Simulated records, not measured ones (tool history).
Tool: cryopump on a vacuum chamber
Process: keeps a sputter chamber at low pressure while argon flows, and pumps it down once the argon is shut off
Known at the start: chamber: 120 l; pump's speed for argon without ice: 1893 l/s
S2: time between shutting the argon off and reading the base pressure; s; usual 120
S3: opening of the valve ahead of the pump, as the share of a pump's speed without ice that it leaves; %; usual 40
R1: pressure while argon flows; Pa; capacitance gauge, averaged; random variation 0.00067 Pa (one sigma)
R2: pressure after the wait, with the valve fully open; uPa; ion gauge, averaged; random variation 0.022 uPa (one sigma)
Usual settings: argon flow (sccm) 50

{"run": 1, "hour": 0.0, "argon flow (sccm)": 50, "S2": 120, "S3": 40, "R1": 0.1152, "R2": 0.93}
{"run": 2, "hour": 35.3, "argon flow (sccm)": 50, "S2": 120, "S3": 40, "R1": 0.1171, "R2": 0.97}
{"run": 3, "hour": 95.6, "argon flow (sccm)": 50, "S2": 120, "S3": 40, "R1": 0.1167, "R2": 1}
{"run": 4, "hour": 126.8, "argon flow (sccm)": 50, "S2": 120, "S3": 40, "R1": 0.1164, "R2": 0.98}
{"run": 5, "hour": 172.7, "argon flow (sccm)": 50, "S2": 120, "S3": 40, "R1": 0.1175, "R2": 1.05}
{"run": 6, "hour": 222.1, "argon flow (sccm)": 50, "S2": 120, "S3": 40, "R1": 0.1179, "R2": 1.04}
{"run": 7, "hour": 281.6, "argon flow (sccm)": 50, "S2": 120, "S3": 40, "R1": 0.1172, "R2": 1.05}
{"run": 8, "hour": 355.1, "argon flow (sccm)": 50, "S2": 120, "S3": 40, "R1": 0.1176, "R2": 1.09}
{"run": 9, "hour": 406.5, "argon flow (sccm)": 50, "S2": 120, "S3": 40, "R1": 0.1179, "R2": 1.13}
{"run": 10, "hour": 457.1, "argon flow (sccm)": 50, "S2": 120, "S3": 40, "R1": 0.118, "R2": 1.16}
{"run": 11, "hour": 526.5, "argon flow (sccm)": 39, "S2": 120, "S3": 40, "R1": 0.0916, "R2": 1.18}
{"run": 12, "hour": 588.9, "argon flow (sccm)": 39, "S2": 120, "S3": 40, "R1": 0.0921, "R2": 1.19}
{"run": 13, "hour": 649.9, "argon flow (sccm)": 39, "S2": 120, "S3": 40, "R1": 0.0928, "R2": 1.22}
{"run": 14, "hour": 711.7, "argon flow (sccm)": 39, "S2": 120, "S3": 40, "R1": 0.0933, "R2": 1.27}
{"run": 15, "hour": 754.4, "argon flow (sccm)": 50, "S2": 120, "S3": 24, "R1": 0.1937, "R2": 1.3}
{"run": 16, "hour": 798.5, "argon flow (sccm)": 50, "S2": 120, "S3": 24, "R1": 0.1871, "R2": 1.14}
{"run": 17, "hour": 841.7, "argon flow (sccm)": 50, "S2": 120, "S3": 24, "R1": 0.1861, "R2": 1.2}
{"run": 18, "hour": 874.0, "argon flow (sccm)": 22, "S2": 55, "S3": 17, "R1": 0.1157, "R2": 1.79}
{"run": 19, "hour": 908.2, "argon flow (sccm)": 46, "S2": 76, "S3": 24, "R1": 0.1712, "R2": 1.47}
{"run": 20, "hour": 959.5, "argon flow (sccm)": 61, "S2": 138, "S3": 40, "R1": 0.1388, "R2": 1.2}
{"run": 21, "hour": 1013.7, "argon flow (sccm)": 61, "S2": 138, "S3": 40, "R1": 0.1384, "R2": 1.23}
{"run": 22, "hour": 1045.1, "argon flow (sccm)": 61, "S2": 138, "S3": 40, "R1": 0.1369, "R2": 1.2}
{"run": 23, "hour": 1112.4, "argon flow (sccm)": 61, "S2": 138, "S3": 40, "R1": 0.1378, "R2": 1.26}
{"run": 24, "hour": 1168.2, "argon flow (sccm)": 44, "S2": 138, "S3": 19, "R1": 0.2092, "R2": 1.24}
{"run": 25, "hour": 1240.4, "argon flow (sccm)": 44, "S2": 138, "S3": 19, "R1": 0.2087, "R2": 0.59}
{"run": 26, "hour": 1273.3, "argon flow (sccm)": 64, "S2": 120, "S3": 39, "R1": 0.1498, "R2": 0.64}
{"run": 27, "hour": 1318.1, "argon flow (sccm)": 64, "S2": 120, "S3": 39, "R1": 0.1495, "R2": 0.67}
{"run": 28, "hour": 1351.8, "argon flow (sccm)": 64, "S2": 120, "S3": 39, "R1": 0.1511, "R2": 0.66}
{"run": 29, "hour": 1396.6, "argon flow (sccm)": 64, "S2": 120, "S3": 39, "R1": 0.1507, "R2": 0.69}
{"run": 30, "hour": 1462.1, "argon flow (sccm)": 81, "S2": 65, "S3": 39, "R1": 0.1915, "R2": 1.08}
{"run": 31, "hour": 1511.2, "argon flow (sccm)": 81, "S2": 65, "S3": 39, "R1": 0.1896, "R2": 1.15}
{"run": 32, "hour": 1562.1, "argon flow (sccm)": 49, "S2": 227, "S3": 23, "R1": 0.1924, "R2": 0.52}
{"run": 33, "hour": 1636.4, "argon flow (sccm)": 49, "S2": 227, "S3": 57, "R1": 0.0809, "R2": 0.57}
{"run": 34, "hour": 1691.0, "argon flow (sccm)": 50, "S2": 63, "S3": 40, "R1": 0.1158, "R2": 1.23}

Taken out of this log: 2 entries between the listed runs. Where each belongs, and how the hidden state differs across it:
Between runs 15 and 16: pump warmed up, emptied and cooled again (hour 798.5)
  pump's speed, % of a pump's without ice: 86.2 -> 99.8; cold plate's temperature, K: 12.72 -> 12.73; leak into the chamber, uPa l/s: 1312 -> 1339
  measured less the result without the state, R1: +0.0079 -> +0.0007 Pa; R2: +0.66 -> +0.55 uPa
Between runs 24 and 25: leaking fittings of the chamber tightened, without venting (hour 1231.2)
  pump's speed, % of a pump's without ice: 97.4 -> 96.9; cold plate's temperature, K: 12.84 -> 12.86; leak into the chamber, uPa l/s: 1572 -> 324
  measured less the result without the state, R1: +0.0018 -> +0.002 Pa; R2: +0.7 -> +0.02 uPa
